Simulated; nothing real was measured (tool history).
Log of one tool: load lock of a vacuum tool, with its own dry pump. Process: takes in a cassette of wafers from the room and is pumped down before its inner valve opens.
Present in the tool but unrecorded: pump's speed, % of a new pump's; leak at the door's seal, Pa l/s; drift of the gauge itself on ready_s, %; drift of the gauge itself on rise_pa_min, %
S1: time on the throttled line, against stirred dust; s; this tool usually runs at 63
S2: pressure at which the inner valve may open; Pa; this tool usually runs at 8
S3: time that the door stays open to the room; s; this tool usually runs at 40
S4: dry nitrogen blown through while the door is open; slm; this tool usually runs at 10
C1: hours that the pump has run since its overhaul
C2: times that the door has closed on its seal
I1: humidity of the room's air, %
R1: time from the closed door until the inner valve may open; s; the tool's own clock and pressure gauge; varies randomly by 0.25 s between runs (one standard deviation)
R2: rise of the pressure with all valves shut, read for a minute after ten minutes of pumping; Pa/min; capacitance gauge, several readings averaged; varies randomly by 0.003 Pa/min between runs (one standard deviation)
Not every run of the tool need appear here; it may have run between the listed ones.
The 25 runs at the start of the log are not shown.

{"run": 26, "day": 330.225, "S1": 63, "S2": 12, "S3": 67, "S4": 12, "C1": 8136, "C2": 42231, "I1": 42.5, "R1": 83.4, "R2": 0.028}
{"run": 27, "day": 344.467, "S1": 60, "S2": 8, "S3": 105, "S4": 10, "C1": 8478, "C2": 43024, "I1": 48.4, "R1": 82.1, "R2": 0.038}
{"run": 28, "day": 358.167, "S1": 41, "S2": 15, "S3": 40, "S4": 10, "C1": 8806, "C2": 43787, "I1": 46, "R1": 63.3, "R2": 0.023}
{"run": 29, "day": 370.879, "S1": 63, "S2": 7, "S3": 83, "S4": 10, "C1": 9112, "C2": 44495, "I1": 45.1, "R1": 85.3, "R2": 0.04}
{"run": 30, "day": 385.154, "S1": 45, "S2": 7, "S3": 83, "S4": 10, "C1": 9454, "C2": 45290, "I1": 44.3, "R1": 69.2, "R2": 0.031}
{"run": 31, "day": 404.146, "S1": 113, "S2": 15, "S3": 202, "S4": 14, "C1": 9910, "C2": 46347, "I1": 43.5, "R1": 127.5, "R2": 0.041}
{"run": 32, "day": 418.954, "S1": 114, "S2": 13, "S3": 40, "S4": 7, "C1": 10265, "C2": 47172, "I1": 45.4, "R1": 129.2, "R2": 0.039}
{"run": 33, "day": 431.8, "S1": 36, "S2": 8, "S3": 40, "S4": 14, "C1": 10574, "C2": 47887, "I1": 44.6, "R1": 61.2, "R2": 0.017}
{"run": 34, "day": 441.183, "S1": 46, "S2": 6, "S3": 217, "S4": 10, "C1": 10799, "C2": 48409, "I1": 45.8, "R1": 70.8, "R2": 0.049}
{"run": 35, "day": 459.05, "S1": 46, "S2": 6, "S3": 217, "S4": 27, "C1": 11228, "C2": 49404, "I1": 46.8, "R1": 70.9, "R2": 0.031}
{"run": 36, "day": 469.492, "S1": 79, "S2": 8, "S3": 132, "S4": 14, "C1": 11478, "C2": 49986, "I1": 41.6, "R1": 99.6, "R2": 0.032}

Each row is a separate what-if for the run after 36, all from the same tool condition, not one after another. Results?
{"run": "A", "day": 487.529, "S1": 79, "S2": 7, "S3": 118, "S4": 7, "C1": 11911, "C2": 50990, "I1": 46.1, "R1": "?", "R2": "?"}
{"run": "B", "day": 487.529, "S1": 106, "S2": 10, "S3": 132, "S4": 16, "C1": 11911, "C2": 50990, "I1": 40.2, "R1": "?", "R2": "?"}
{"run": "C", "day": 487.529, "S1": 79, "S2": 7, "S3": 93, "S4": 7, "C1": 11911, "C2": 50990, "I1": 45.4, "R1": "?", "R2": "?"}

run=A R1=99.9 R2=0.047
run=B R1=122.6 R2=0.029
run=C R1=99.3 R2=0.046
What these runs would have given with no unlogged condition in the tool:
run=A R1=99.9 R2=0.046
run=B R1=122.5 R2=0.028
run=C R1=99.3 R2=0.045
